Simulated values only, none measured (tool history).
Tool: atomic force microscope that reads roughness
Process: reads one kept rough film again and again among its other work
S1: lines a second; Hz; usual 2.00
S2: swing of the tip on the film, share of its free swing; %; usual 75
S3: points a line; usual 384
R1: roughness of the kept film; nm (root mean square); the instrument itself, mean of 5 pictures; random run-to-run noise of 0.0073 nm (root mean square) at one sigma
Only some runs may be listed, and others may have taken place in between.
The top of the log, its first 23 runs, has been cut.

run	hour	S1	S2	S3	R1
24	455.8	2.00	75	281	1.294
# hour 478.2: new tip fitted
25	483.1	2.00	75	281	1.459
26	504.3	2.00	75	281	1.320
# hour 528.7: new tip fitted
27	533.0	2.00	75	281	1.440
28	550.5	0.51	56	281	1.522
# hour 577.4: new tip fitted
29	578.3	0.51	56	281	1.673
30	605.8	2.56	57	276	1.383
# hour 626.8: new tip fitted
31	628.5	2.56	57	276	1.592
32	657.3	2.39	64	390	1.369
33	673.0	2.39	64	390	1.269

What will run 34 give?
# hour 675.7: new tip fitted
34	701.5	2.39	64	390	?

R1: 1.390 nm (root mean square)
Were there no unlogged condition in the tool, this run, its random variation unchanged, would have produced R1 1.607 nm (root mean square).
